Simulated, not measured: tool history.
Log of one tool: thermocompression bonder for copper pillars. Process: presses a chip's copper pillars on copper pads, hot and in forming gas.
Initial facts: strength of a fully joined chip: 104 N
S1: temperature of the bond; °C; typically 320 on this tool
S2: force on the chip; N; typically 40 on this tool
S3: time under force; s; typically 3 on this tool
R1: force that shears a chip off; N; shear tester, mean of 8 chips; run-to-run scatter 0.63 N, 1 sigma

run    hour   S1  S2  S3    R1
  1     0.0  320  40   3  40.6
  2    26.0  320  40   3  39.4
  3    68.4  320  41   3  40.5
  4    97.8  320  40   3  38.5
  5   145.4  320  40   3  38.1
  6   188.5  307  40   3  33.8
  7   232.3  307  38   3  31.1
  8   265.9  307  38   3  32.0
  9   289.1  307  38   3  31.7
 10   326.1  320  40   3  39.1
 11   348.5  320  55   3  52.0
 12   370.3  320  55   3  52.3
 13   412.9  320  40   3  41.7
 14   448.5  320  40   3  41.2
 15   469.0  320  40   3  41.5
 16   505.4  320  40   3  41.0
 17   539.9  320  40   5  47.1
 18   564.3  320  40   5  48.1
 19   590.9  320  40   8  60.7
 20   639.2  320  31   3  31.8
 21   689.8  304  40   3  30.7
 22   725.3  304  40   2  26.6
 23   752.1  304  40   2  25.0
 24   787.9  309  46   5  48.2
 25   816.4  344  53   2  59.6
 26   837.2  320  43   5  52.0
 27   877.3  320  30   3  30.8
 28   910.8  320  30   3  29.9
 29   940.1  320  26   3  24.8
 30   987.4  320  26   3  27.1
 31  1027.2  320  39   6  52.2
 32  1055.7  320  44   6  57.3
 33  1092.1  320  44   6  54.6
 34  1134.0  300  44   3  32.0
 35  1183.5  300  47   5  44.2
 36  1209.0  300  47   5  45.2
 37  1243.1  319  25   5  32.0
 38  1285.5  319  25   3  25.1

Not shown: 8 entries that the log had between the listed runs. Between which runs, and how does the tool's hidden state differ before and after?
In the gap between runs 5 and 6: forming gas filter changed (hour 188.1)
  true temperature of the bond over the reading, C: 2.9 -> 3.1; force that reaches the chip, % of what is set: 103.8 -> 104; oxide that the forming gas leaves, % of the face: 6.64 -> 0.73
  measured minus no-state result, R1: +0.5 -> +2.8 N
In the gap between runs 11 and 12: force cell calibrated (hour 354.2)
  force that reaches the chip, % of what is set: 104.6 -> 105.5; oxide that the forming gas leaves, % of the face: 7.07 -> 7.83
  measured minus no-state result, R1: +0.9 -> +0.9 N
In the gap between runs 12 and 13: forming gas filter changed (hour 386.2)
  true temperature of the bond over the reading, C: 3.9 -> 4.1; force that reaches the chip, % of what is set: 105.5 -> 105.7; oxide that the forming gas leaves, % of the face: 7.83 -> 1.52
  measured minus no-state result, R1: +0.9 -> +4.0 N
In the gap between runs 18 and 19: forming gas filter changed (hour 584.2)
  true temperature of the bond over the reading, C: 4.8 -> 5; force that reaches the chip, % of what is set: 106.3 -> 106.4; oxide that the forming gas leaves, % of the face: 7.68 -> 0.76
  measured minus no-state result, R1: +2.0 -> +6.0 N
In the gap between runs 20 and 21: force cell calibrated, once more (hour 651.6)
  true temperature of the bond over the reading, C: 5.2 -> 5.4; force that reaches the chip, % of what is set: 106.6 -> 100.3; oxide that the forming gas leaves, % of the face: 2.67 -> 4.46
  measured minus no-state result, R1: +3.6 -> +1.4 N
In the gap between runs 23 and 24: forming gas filter changed (hour 783.2)
  true temperature of the bond over the reading, C: 5.7 -> 5.9; force that reaches the chip, % of what is set: 100.5 -> 100.6; oxide that the forming gas leaves, % of the face: 6.9 -> 0.77
  measured minus no-state result, R1: +0.9 -> +3.9 N
In the gap between runs 29 and 30: forming gas filter changed (hour 980.1)
  true temperature of the bond over the reading, C: 6.6 -> 6.8; force that reaches the chip, % of what is set: 101.2 -> 101.3; oxide that the forming gas leaves, % of the face: 6.53 -> 0.87
  measured minus no-state result, R1: +1.3 -> +3.1 N
In the gap between runs 34 and 35: forming gas filter changed (hour 1178.3)
  true temperature of the bond over the reading, C: 7.5 -> 7.7; force that reaches the chip, % of what is set: 101.9 -> 102.1; oxide that the forming gas leaves, % of the face: 6.64 -> 0.89
  measured minus no-state result, R1: +2.3 -> +5.4 N
